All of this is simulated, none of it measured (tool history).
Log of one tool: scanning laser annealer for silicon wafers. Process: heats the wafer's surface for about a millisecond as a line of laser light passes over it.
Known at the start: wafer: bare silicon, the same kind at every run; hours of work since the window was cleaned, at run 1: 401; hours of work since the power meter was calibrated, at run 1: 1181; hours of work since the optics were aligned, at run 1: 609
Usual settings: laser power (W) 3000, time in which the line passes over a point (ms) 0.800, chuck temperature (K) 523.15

run	hour	laser power (W)	time in which the line passes over a point (ms)	chuck temperature (K)	hours of work since the window was cleaned	hours of work since the power meter was calibrated	hours of work since the optics were aligned	highest temperature of the surface (K)
1	0.0	3000	0.800	523.15	401	1181	609	1333.15
2	51.4	3000	0.800	523.15	426	1207	634	1334.15
3	98.4	3000	0.800	523.15	449	1230	657	1335.15
# hour 147.1: window over the wafer cleaned
4	195.4	3000	0.800	523.15	24	1276	703	1338.15
5	241.9	2834	0.800	523.15	46	1299	726	1287.15
6	327.1	3000	0.705	523.15	88	1340	767	1285.15
7	371.7	3000	0.705	523.15	110	1362	789	1284.15
8	462.6	3075	0.800	523.15	154	1406	834	1358.15
9	522.8	3075	0.800	523.15	183	1436	863	1361.15
10	614.8	3214	0.800	523.15	228	1481	908	1398.15
11	679.3	3214	0.800	523.15	260	1512	939	1403.15
12	740.9	2669	0.800	523.15	290	1542	969	1238.15
13	785.7	3000	0.610	548.15	312	1564	991	1256.15
14	843.3	2940	0.800	548.15	340	1592	1019	1344.15
15	937.2	2940	0.800	548.15	386	1638	1065	1343.15
16	1021.8	2940	0.800	548.15	427	1679	1106	1344.15
17	1081.4	2940	0.800	548.15	456	1708	1136	1344.15
# hour 1119.9: window over the wafer cleaned
18	1147.0	2940	0.800	548.15	13	1739	1167	1343.15
19	1202.3	2940	0.800	548.15	40	1766	1194	1341.15
20	1273.2	3273	0.800	539.15	75	1801	1228	1437.15
21	1351.9	2858	0.800	523.15	113	1839	1267	1291.15
22	1406.6	2858	0.800	523.15	140	1866	1293	1293.15
23	1494.8	3201	0.800	535.15	183	1909	1336	1408.15
24	1595.1	3201	0.800	535.15	232	1958	1385	1408.15

3 ways to go on from here, each from the tool as it stands after run 24. What would each give?
A	1677.9	2623	0.800	535.15	272	1999	1426	?
B	1677.9	3215	0.800	523.15	272	1999	1426	?
C	1677.9	2787	0.832	512.15	272	1999	1426	?

run	highest temperature of the surface (K)
A	1236.15
B	1401.15
C	1276.15
Without the tool's hidden state the same runs would have given:
run	highest temperature of the surface (K)
A	1237.15
B	1403.15
C	1277.15
